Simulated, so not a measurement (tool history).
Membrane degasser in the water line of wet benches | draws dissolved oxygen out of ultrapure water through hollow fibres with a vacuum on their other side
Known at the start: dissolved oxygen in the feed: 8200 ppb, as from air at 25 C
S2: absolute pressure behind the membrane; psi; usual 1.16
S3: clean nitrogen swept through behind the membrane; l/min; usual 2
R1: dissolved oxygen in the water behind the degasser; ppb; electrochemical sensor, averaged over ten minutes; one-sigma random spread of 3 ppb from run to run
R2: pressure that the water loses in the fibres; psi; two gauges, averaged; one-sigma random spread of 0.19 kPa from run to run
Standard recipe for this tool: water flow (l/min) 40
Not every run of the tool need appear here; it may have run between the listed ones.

Run 1, hour 0: usual settings. Result: R1 293.5 ppb, R2 5.67 psi.
Run 2, hour 143.8: usual settings but water flow (l/min) 60. Result: R1 544.6 ppb, R2 8.489 psi.
Run 3, hour 244.7: usual settings but water flow (l/min) 60. Result: R1 536.3 ppb, R2 8.505 psi.
Run 4, hour 383: usual settings but water flow (l/min) 60, S2 2.657 psi. Result: R1 1088.4 ppb, R2 8.593 psi.
Run 5, hour 521.1: usual settings but water flow (l/min) 60, S2 2.657 psi. Result: R1 1098.2 ppb, R2 8.531 psi.
Run 6, hour 605.6: usual settings but water flow (l/min) 60, S2 2.657 psi. Result: R1 1079.8 ppb, R2 8.508 psi.
Run 7, hour 701.1: usual settings but water flow (l/min) 60, S2 2.657 psi. Result: R1 1091.9 ppb, R2 8.557 psi.
Run 8, hour 850.4: usual settings but water flow (l/min) 60, S2 2.657 psi. Result: R1 1076.5 ppb, R2 8.509 psi.
Run 9, hour 971.8: usual settings but water flow (l/min) 60, S2 2.657 psi. Result: R1 1097.5 ppb, R2 8.564 psi.
Run 10, hour 1044.9: usual settings but water flow (l/min) 60, S2 2.657 psi. Result: R1 1101 ppb, R2 8.595 psi.
Run 11, hour 1185.9: usual settings but water flow (l/min) 60, S2 2.657 psi. Result: R1 1106.2 ppb, R2 8.573 psi.
Run 12, hour 1257.9: usual settings but water flow (l/min) 26. Result: R1 162.8 ppb, R2 3.754 psi.
Run 13, hour 1411.6: usual settings but S3 2.62 l/min. Result: R1 257.3 ppb, R2 5.735 psi.
Run 14, hour 1563.8: usual settings but water flow (l/min) 41, S2 0.893 psi, S3 5.38 l/min. Result: R1 156.2 ppb, R2 5.88 psi.
Run 15, hour 1699.8: usual settings but S2 2.435 psi. Result: R1 653.4 ppb, R2 5.709 psi.
At hour 1784.6: vacuum gauge calibrated.
Run 16, hour 1789.5: usual settings but water flow (l/min) 27, S2 1.189 psi. Result: R1 176.1 ppb, R2 3.923 psi.
Run 17, hour 1862.6: usual settings but water flow (l/min) 27, S2 1.189 psi. Result: R1 176.4 ppb, R2 3.858 psi.
Run 18, hour 2003.1: usual settings but water flow (l/min) 32, S2 1.189 psi. Result: R1 223.6 ppb, R2 4.619 psi.
Run 19, hour 2093.8: usual settings but S2 0.876 psi, S3 1.3 l/min. Result: R1 267.9 ppb, R2 5.799 psi.
Run 20, hour 2241.7: usual settings but S2 0.876 psi, S3 1.3 l/min. Result: R1 268.7 ppb, R2 5.765 psi.
At hour 2381.5: seals of the vacuum lines changed.
Run 21, hour 2388.4: usual settings but water flow (l/min) 32, S2 2.161 psi, S3 1.09 l/min. Result: R1 720.5 ppb, R2 4.572 psi.
Run 22, hour 2476.2: usual settings but water flow (l/min) 53, S3 2.21 l/min. Result: R1 428.1 ppb, R2 7.63 psi.
Run 23, hour 2542.4: usual settings but water flow (l/min) 47, S2 0.738 psi, S3 0.83 l/min. Result: R1 333.5 ppb, R2 6.831 psi.
Run 24, hour 2626.7: usual settings but water flow (l/min) 51, S2 1.762 psi. Result: R1 636.2 ppb, R2 7.391 psi.

Each row is a separate what-if for the run after 24, all from the same tool condition, not one after another. Results?
Run A, hour 2776.2: usual settings but water flow (l/min) 61, S2 1.327 psi, S3 1.12 l/min. Result: R1 ?, R2 ?.
Run B, hour 2776.2: usual settings but water flow (l/min) 51, S2 1.762 psi, S3 0.98 l/min. Result: R1 ?, R2 ?.
Run C, hour 2776.2: usual settings but water flow (l/min) 53, S2 0.769 psi, S3 2.21 l/min. Result: R1 ?, R2 ?.

run     R1     R2
  A  828.8  8.834
  B  954.6  7.377
  C  299.8  7.661
With the hidden condition removed and each run's random variation left untouched, the same runs would have given:
run     R1     R2
  A  827.7  8.621
  B  953.8    7.2
  C  298.9  7.477

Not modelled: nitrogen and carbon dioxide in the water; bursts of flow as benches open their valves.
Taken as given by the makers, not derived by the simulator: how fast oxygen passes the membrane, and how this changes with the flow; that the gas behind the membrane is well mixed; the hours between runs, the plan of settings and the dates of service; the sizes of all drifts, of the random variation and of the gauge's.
